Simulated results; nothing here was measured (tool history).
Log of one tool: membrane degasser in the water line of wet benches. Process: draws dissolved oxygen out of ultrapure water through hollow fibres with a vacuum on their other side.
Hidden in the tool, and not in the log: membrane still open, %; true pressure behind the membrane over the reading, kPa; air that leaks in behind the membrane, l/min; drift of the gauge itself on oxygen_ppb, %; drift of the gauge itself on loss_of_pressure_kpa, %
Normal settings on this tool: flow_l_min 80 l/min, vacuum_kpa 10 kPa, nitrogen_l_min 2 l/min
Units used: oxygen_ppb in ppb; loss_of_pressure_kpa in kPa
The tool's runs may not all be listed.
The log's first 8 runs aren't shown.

run,hour,flow_l_min,vacuum_kpa,nitrogen_l_min,hours since the membrane was changed,hours since the vacuum gauge was calibrated,hours since the vacuum lines were made tight,oxygen_ppb,loss_of_pressure_kpa
9,889.2,80,8.9,2,1563,3356,5779,631.4,41.65
# hour 987.3: seals of the vacuum lines changed
10,993.9,80,8.9,2,1666,3459,7,636.4,42
11,1114.5,55,8.9,2,1786,3580,127,393.4,28.88
12,1218.9,80,10,2.44,1891,3684,232,642,41.7
13,1362.2,80,10,2,2034,3827,375,721.4,42.27
14,1433.5,80,10,2,2105,3899,446,712.1,41.79
15,1507.6,80,10,2,2180,3973,520,708.6,42.1
16,1616.6,80,10,2,2289,4082,629,716.1,42.48
17,1757.9,70,10,2,2430,4223,771,608.4,36.8
18,1867.1,80,7.1,5.7,2539,4332,880,338.2,41.95
19,1997.1,59,11.4,1.15,2669,4462,1010,834.1,31.15
20,2078.8,59,11.4,1.15,2751,4544,1091,823.2,31.04
21,2146.9,108,11,2.1,2819,4612,1160,1079.9,57.05
22,2291.3,108,11,2.1,2963,4757,1304,1081.1,57.15
23,2402.9,108,11,0.88,3075,4868,1416,1576.6,57.36
24,2525.2,108,17.5,0.88,3197,4990,1538,2361.7,57.56
25,2672.6,80,16.6,0.83,3345,5138,1685,1893.1,42.4
26,2804,80,16.6,0.83,3476,5269,1817,1881,42.63
27,2872.8,80,16.6,0.83,3545,5338,1885,1863.9,42.28
28,2940,78,10.6,2.89,3612,5405,1953,606.1,41.38
29,3056.8,55,10,2,3729,5522,2069,453.9,29.35
30,3124.3,59,10,4.54,3796,5590,2137,297.5,31.28
31,3249.1,59,10,4.54,3921,5714,2262,295.8,31.3

Run 32 is up next; what results do you expect?
32,3392.9,80,11.8,2,4065,5858,2406,?,?

{"run 32": {"oxygen_ppb": 844.8, "loss_of_pressure_kpa": 42.68}}
Take away the tool's hidden state, keep the run-to-run variation as it was, and the same run would have given oxygen_ppb 819.6 ppb, loss_of_pressure_kpa 41.77 kPa.
